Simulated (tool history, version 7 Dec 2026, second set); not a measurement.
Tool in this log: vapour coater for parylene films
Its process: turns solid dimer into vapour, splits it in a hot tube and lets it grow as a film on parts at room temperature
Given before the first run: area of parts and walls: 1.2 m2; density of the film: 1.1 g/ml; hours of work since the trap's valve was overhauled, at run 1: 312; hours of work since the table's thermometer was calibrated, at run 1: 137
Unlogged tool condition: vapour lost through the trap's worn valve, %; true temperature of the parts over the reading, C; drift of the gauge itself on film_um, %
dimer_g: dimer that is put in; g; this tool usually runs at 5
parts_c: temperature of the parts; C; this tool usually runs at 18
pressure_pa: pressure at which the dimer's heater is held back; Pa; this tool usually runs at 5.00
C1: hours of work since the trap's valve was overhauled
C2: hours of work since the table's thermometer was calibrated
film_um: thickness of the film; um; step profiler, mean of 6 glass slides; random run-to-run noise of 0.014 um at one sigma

run 1 hour=0.0 | dimer_g=5 parts_c=18 pressure_pa=5.00 | C1=312 C2=137 | film_um=1.75
run 2 hour=25.7 | dimer_g=5 parts_c=18 pressure_pa=5.00 | C1=323 C2=148 | film_um=1.72
run 3 hour=64.4 | dimer_g=5 parts_c=18 pressure_pa=3.12 | C1=339 C2=165 | film_um=1.93
run 4 hour=101.5 | dimer_g=5 parts_c=18 pressure_pa=3.12 | C1=355 C2=181 | film_um=1.90
run 5 hour=130.9 | dimer_g=5 parts_c=18 pressure_pa=3.12 | C1=368 C2=193 | film_um=1.91
run 6 hour=170.8 | dimer_g=5 parts_c=18 pressure_pa=3.12 | C1=385 C2=211 | film_um=1.93
run 7 hour=194.4 | dimer_g=5 parts_c=18 pressure_pa=5.00 | C1=396 C2=221 | film_um=1.72
run 8 hour=231.1 | dimer_g=5 parts_c=18 pressure_pa=8.19 | C1=411 C2=237 | film_um=1.57
run 9 hour=254.5 | dimer_g=7 parts_c=18 pressure_pa=8.19 | C1=421 C2=247 | film_um=2.21
-- hour=268.9 trap's valve overhauled
run 10 hour=298.1 | dimer_g=7 parts_c=18 pressure_pa=8.19 | C1=13 C2=264 | film_um=2.19
run 11 hour=325.1 | dimer_g=7 parts_c=18 pressure_pa=8.19 | C1=24 C2=275 | film_um=2.21
run 12 hour=348.1 | dimer_g=7 parts_c=18 pressure_pa=8.19 | C1=34 C2=285 | film_um=2.20
run 13 hour=382.9 | dimer_g=5 parts_c=18 pressure_pa=5.00 | C1=49 C2=300 | film_um=1.72
run 14 hour=420.0 | dimer_g=5 parts_c=18 pressure_pa=5.00 | C1=65 C2=316 | film_um=1.71
run 15 hour=454.9 | dimer_g=5 parts_c=18 pressure_pa=5.00 | C1=80 C2=331 | film_um=1.74
run 16 hour=493.8 | dimer_g=5 parts_c=19 pressure_pa=5.00 | C1=97 C2=348 | film_um=1.66
run 17 hour=529.3 | dimer_g=5 parts_c=18 pressure_pa=5.00 | C1=112 C2=364 | film_um=1.72
run 18 hour=568.4 | dimer_g=5 parts_c=18 pressure_pa=5.00 | C1=129 C2=380 | film_um=1.74
run 19 hour=602.3 | dimer_g=5 parts_c=18 pressure_pa=5.00 | C1=144 C2=395 | film_um=1.72
run 20 hour=622.1 | dimer_g=5 parts_c=18 pressure_pa=5.00 | C1=152 C2=404 | film_um=1.71
run 21 hour=643.5 | dimer_g=3 parts_c=18 pressure_pa=5.00 | C1=162 C2=413 | film_um=1.02
run 22 hour=679.5 | dimer_g=3 parts_c=18 pressure_pa=5.00 | C1=177 C2=428 | film_um=1.02
run 23 hour=708.3 | dimer_g=5 parts_c=18 pressure_pa=5.00 | C1=190 C2=441 | film_um=1.71
run 24 hour=745.7 | dimer_g=8 parts_c=24 pressure_pa=2.13 | C1=206 C2=457 | film_um=2.66
run 25 hour=786.4 | dimer_g=3 parts_c=17 pressure_pa=2.02 | C1=223 C2=475 | film_um=1.29
run 26 hour=818.9 | dimer_g=3 parts_c=17 pressure_pa=6.76 | C1=237 C2=489 | film_um=1.02
run 27 hour=855.7 | dimer_g=9 parts_c=18 pressure_pa=9.52 | C1=253 C2=504 | film_um=2.75
run 28 hour=894.1 | dimer_g=9 parts_c=18 pressure_pa=9.52 | C1=270 C2=521 | film_um=2.73
run 29 hour=930.6 | dimer_g=9 parts_c=13 pressure_pa=5.17 | C1=286 C2=537 | film_um=3.66
run 30 hour=954.8 | dimer_g=4 parts_c=20 pressure_pa=5.00 | C1=296 C2=547 | film_um=1.29
run 31 hour=980.1 | dimer_g=2 parts_c=20 pressure_pa=5.00 | C1=307 C2=558 | film_um=0.66

Expected results for the next run?
run 32 hour=1004.8 | dimer_g=9 parts_c=27 pressure_pa=6.31 | C1=318 C2=569 | film_um=?

{"run 32": {"film_um": 2.18}}
Take away the tool's hidden state, keep the run-to-run variation as it was, and the same run would have given film_um 2.19 um.
